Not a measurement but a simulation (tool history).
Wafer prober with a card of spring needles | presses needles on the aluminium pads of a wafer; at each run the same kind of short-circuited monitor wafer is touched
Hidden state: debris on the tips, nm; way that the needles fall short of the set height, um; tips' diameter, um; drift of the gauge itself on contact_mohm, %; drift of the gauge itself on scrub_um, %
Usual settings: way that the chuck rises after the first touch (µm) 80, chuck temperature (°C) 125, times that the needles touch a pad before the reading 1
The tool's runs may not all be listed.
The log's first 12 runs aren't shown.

run   hour  way that the chuck rises after the first touch (µm)  chuck temperature (°C)  times that the needles touch a pad before the reading  touches since the tips were cleaned  cleanings since the card got new needles  touches since the first contact's height was set  resistance of one needle with its contact and lead (mohm)  way that a needle slides on the pad (µm)
     235.9  -- tips cleaned on abrasive film
     244.6  -- tips cleaned on abrasive film
     253.2  -- tips cleaned on abrasive film
 13  254.8                                                   80                     102                                                      2                                  565                                        58                                            193235                                                        177                                     13.37
     261.9  -- tips cleaned on abrasive film
 14  268.2                                                   80                     125                                                      3                                 2156                                        59                                            197775                                                        184                                     13.39
     272.0  -- tips cleaned on abrasive film
     281.5  -- tips cleaned on abrasive film
 15  288.7                                                   80                     125                                                      3                                 2461                                        61                                            204707                                                        185                                     13.32
     290.9  -- tips cleaned on abrasive film
     300.0  -- tips cleaned on abrasive film
     308.9  -- tips cleaned on abrasive film
 16  312.2                                                   80                     125                                                      2                                 1139                                        64                                            212642                                                        185                                     13.33
     317.6  -- tips cleaned on abrasive film
     326.7  -- tips cleaned on abrasive film
     335.5  -- tips cleaned on abrasive film
 17  337.5                                                   98                      37                                                      1                                  693                                        67                                            221194                                                        166                                     16.42
     345.3  -- tips cleaned on abrasive film
     353.7  -- tips cleaned on abrasive film
 18  359.3                                                   98                      37                                                      1                                 1901                                        69                                            228568                                                        171                                     16.41
     363.5  -- tips cleaned on abrasive film
     365.9  -- height of the first contact set anew
     373.0  -- tips cleaned on abrasive film
 19  373.9                                                   72                      32                                                      1                                  304                                        71                                              2713                                                        168                                     12.42
     382.8  -- tips cleaned on abrasive film
 20  387.7                                                   73                     122                                                      2                                 1668                                        72                                              7376                                                        185                                     12.56
     392.1  -- tips cleaned on abrasive film
     401.0  -- tips cleaned on abrasive film
     409.8  -- tips cleaned on abrasive film
 21  411.3                                                   99                     102                                                      2                                  530                                        75                                             15349                                                        174                                     17.08
     418.9  -- tips cleaned on abrasive film
     427.9  -- tips cleaned on abrasive film
 22  434.4                                                   93                     107                                                      2                                 2214                                        77                                             23172                                                        182                                     16.06
     436.5  -- tips cleaned on abrasive film
     445.2  -- tips cleaned on abrasive film
 23  451.5                                                   99                      38                                                      3                                 2151                                        79                                             28947                                                        167                                     17.00
     453.7  -- tips cleaned on abrasive film
     462.6  -- tips cleaned on abrasive film
     472.1  -- tips cleaned on abrasive film
 24  472.6                                                   64                     125                                                      2                                  170                                        82                                             36078                                                        186                                     10.99
     480.9  -- tips cleaned on abrasive film
     489.4  -- tips cleaned on abrasive film
     498.0  -- tips cleaned on abrasive film
 25  498.3                                                   63                      26                                                      2                                  112                                        85                                             44750                                                        168                                     10.79
     507.5  -- tips cleaned on abrasive film
     516.7  -- tips cleaned on abrasive film
 26  518.5                                                   63                      92                                                      1                                  625                                        87                                             51588                                                        186                                     10.83
     525.2  -- tips cleaned on abrasive film
 27  531.6                                                   63                      92                                                      1                                 2177                                        88                                             56020                                                        195                                     10.76
     533.7  -- tips cleaned on abrasive film
     542.7  -- tips cleaned on abrasive film
 28  549.7                                                   63                      92                                                      1                                 2417                                        90                                             62161                                                        195                                     10.72
     551.5  -- tips cleaned on abrasive film
     561.9  -- tips cleaned on abrasive film
 29  564.1                                                   63                      92                                                      1                                  766                                        92                                             67019                                                        184                                     10.74
     570.5  -- tips cleaned on abrasive film
 30  575.5                                                   80                      57                                                      1                                 1704                                        93                                             70849                                                        175                                     13.59
     580.0  -- tips cleaned on abrasive film
     589.9  -- tips cleaned on abrasive film
     599.1  -- tips cleaned on abrasive film
 31  600.6                                                   80                      57                                                      1                                  511                                        96                                             79343                                                        174                                     13.53

Forecast each of these 3 alternatives for the next run:
     608.7  -- tips cleaned on abrasive film
  A  612.2                                                   80                      51                                                      1                                 1202                                        97                                             83272                                                          ?                                         ?
     608.7  -- tips cleaned on abrasive film
  B  612.2                                                   80                      50                                                      1                                 1202                                        97                                             83272                                                          ?                                         ?
     608.7  -- tips cleaned on abrasive film
  C  612.2                                                   64                      64                                                      2                                 1202                                        97                                             83272                                                          ?                                         ?

run  resistance of one needle with its contact and lead (mohm)  way that a needle slides on the pad (µm)
  A                                                        172                                     13.60
  B                                                        173                                     13.53
  C                                                        177                                     10.78
Without the tool's hidden state the same runs would have given:
run  resistance of one needle with its contact and lead (mohm)  way that a needle slides on the pad (µm)
  A                                                        165                                     13.79
  B                                                        165                                     13.73
  C                                                        170                                     10.97

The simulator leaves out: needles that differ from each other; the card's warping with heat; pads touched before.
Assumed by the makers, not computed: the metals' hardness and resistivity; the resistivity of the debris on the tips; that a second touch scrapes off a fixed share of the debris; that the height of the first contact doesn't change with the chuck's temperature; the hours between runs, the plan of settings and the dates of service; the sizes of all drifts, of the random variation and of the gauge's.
